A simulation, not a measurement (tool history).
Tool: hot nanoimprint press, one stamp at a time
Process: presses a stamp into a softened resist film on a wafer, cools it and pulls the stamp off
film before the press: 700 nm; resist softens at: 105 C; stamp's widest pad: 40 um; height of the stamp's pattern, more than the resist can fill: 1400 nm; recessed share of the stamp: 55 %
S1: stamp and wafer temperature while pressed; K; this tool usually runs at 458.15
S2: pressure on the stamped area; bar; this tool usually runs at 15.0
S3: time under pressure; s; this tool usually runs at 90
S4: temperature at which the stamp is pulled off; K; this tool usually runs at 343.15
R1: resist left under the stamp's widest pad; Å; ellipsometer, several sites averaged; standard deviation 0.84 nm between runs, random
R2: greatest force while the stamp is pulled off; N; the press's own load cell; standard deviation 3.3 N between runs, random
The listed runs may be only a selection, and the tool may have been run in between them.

{"run": 1, "day": 0.0, "S1": 458.15, "S2": 15.0, "S3": 90, "S4": 343.15, "R1": 3054, "R2": 265}
{"run": 2, "day": 0.608, "S1": 458.15, "S2": 15.4, "S3": 90, "S4": 343.15, "R1": 3035, "R2": 267}
{"run": 3, "day": 0.983, "S1": 458.15, "S2": 15.4, "S3": 90, "S4": 343.15, "R1": 3032, "R2": 271}
{"day": 1.142, "done": "plate thermocouple calibrated"}
{"run": 4, "day": 1.592, "S1": 458.15, "S2": 15.0, "S3": 90, "S4": 343.15, "R1": 2995, "R2": 268}
{"day": 2.379, "done": "stamp cleaned and given a new release coat"}
{"run": 5, "day": 2.512, "S1": 458.15, "S2": 15.0, "S3": 90, "S4": 338.15, "R1": 3012, "R2": 245}
{"run": 6, "day": 2.929, "S1": 458.15, "S2": 15.0, "S3": 53, "S4": 343.15, "R1": 3575, "R2": 225}
{"run": 7, "day": 3.442, "S1": 458.15, "S2": 15.0, "S3": 53, "S4": 343.15, "R1": 3584, "R2": 235}
{"run": 8, "day": 3.917, "S1": 464.15, "S2": 15.0, "S3": 90, "S4": 343.15, "R1": 2607, "R2": 235}
{"run": 9, "day": 4.467, "S1": 464.15, "S2": 15.0, "S3": 90, "S4": 343.15, "R1": 2601, "R2": 233}
{"run": 10, "day": 4.842, "S1": 464.15, "S2": 15.0, "S3": 90, "S4": 343.15, "R1": 2617, "R2": 240}
{"run": 11, "day": 5.271, "S1": 458.15, "S2": 15.0, "S3": 90, "S4": 343.15, "R1": 3018, "R2": 244}
{"run": 12, "day": 5.683, "S1": 463.15, "S2": 15.0, "S3": 90, "S4": 343.15, "R1": 2655, "R2": 249}
{"run": 13, "day": 6.167, "S1": 463.15, "S2": 15.0, "S3": 90, "S4": 343.15, "R1": 2675, "R2": 258}
{"run": 14, "day": 6.667, "S1": 463.15, "S2": 15.0, "S3": 90, "S4": 343.15, "R1": 2666, "R2": 260}
{"run": 15, "day": 7.158, "S1": 466.15, "S2": 15.0, "S3": 90, "S4": 343.15, "R1": 2496, "R2": 263}
{"run": 16, "day": 7.792, "S1": 449.15, "S2": 15.0, "S3": 51, "S4": 343.15, "R1": 4479, "R2": 269}
{"run": 17, "day": 8.396, "S1": 449.15, "S2": 15.0, "S3": 51, "S4": 343.15, "R1": 4463, "R2": 273}
{"day": 9.25, "done": "stamp cleaned and given a new release coat"}
{"run": 18, "day": 9.296, "S1": 458.15, "S2": 15.0, "S3": 90, "S4": 334.15, "R1": 3032, "R2": 262}
{"run": 19, "day": 9.758, "S1": 468.15, "S2": 16.6, "S3": 90, "S4": 347.15, "R1": 2260, "R2": 202}
{"run": 20, "day": 10.333, "S1": 468.15, "S2": 16.6, "S3": 90, "S4": 347.15, "R1": 2249, "R2": 213}
{"run": 21, "day": 10.842, "S1": 450.15, "S2": 14.4, "S3": 90, "S4": 337.15, "R1": 3783, "R2": 265}
{"run": 22, "day": 11.15, "S1": 455.15, "S2": 15.0, "S3": 90, "S4": 333.15, "R1": 3274, "R2": 295}
{"run": 23, "day": 11.792, "S1": 458.15, "S2": 11.0, "S3": 73, "S4": 331.15, "R1": 3810, "R2": 301}
{"run": 24, "day": 12.338, "S1": 458.15, "S2": 15.4, "S3": 60, "S4": 343.15, "R1": 3441, "R2": 245}
{"run": 25, "day": 12.783, "S1": 458.15, "S2": 15.4, "S3": 60, "S4": 343.15, "R1": 3445, "R2": 254}
{"run": 26, "day": 13.292, "S1": 466.15, "S2": 14.9, "S3": 90, "S4": 331.15, "R1": 2509, "R2": 322}
{"run": 27, "day": 13.729, "S1": 456.15, "S2": 15.0, "S3": 48, "S4": 343.15, "R1": 3906, "R2": 259}
{"run": 28, "day": 14.379, "S1": 461.15, "S2": 15.0, "S3": 101, "S4": 343.15, "R1": 2713, "R2": 257}
{"run": 29, "day": 15.029, "S1": 453.15, "S2": 23.6, "S3": 90, "S4": 335.15, "R1": 2734, "R2": 322}

Branching from run 29: 5 alternative next runs. What would each branch give?
{"run": "A", "day": 15.621, "S1": 451.15, "S2": 16.7, "S3": 119, "S4": 335.15, "R1": "?", "R2": "?"}
{"run": "B", "day": 15.621, "S1": 453.15, "S2": 23.6, "S3": 141, "S4": 349.15, "R1": "?", "R2": "?"}
{"run": "C", "day": 15.621, "S1": 458.15, "S2": 9.1, "S3": 146, "S4": 329.15, "R1": "?", "R2": "?"}
{"run": "D", "day": 15.621, "S1": 448.15, "S2": 15.0, "S3": 90, "S4": 343.15, "R1": "?", "R2": "?"}
{"run": "E", "day": 15.621, "S1": 447.15, "S2": 23.6, "S3": 90, "S4": 335.15, "R1": "?", "R2": "?"}

run=A R1=3158 R2=320
run=B R1=2343 R2=239
run=C R1=3374 R2=368
run=D R1=3931 R2=272
run=E R1=3247 R2=325
Without the tool's unlogged condition, the same runs would have read:
run=A R1=3052 R2=254
run=B R1=2237 R2=189
run=C R1=3299 R2=292
run=D R1=3818 R2=216
run=E R1=3107 R2=258
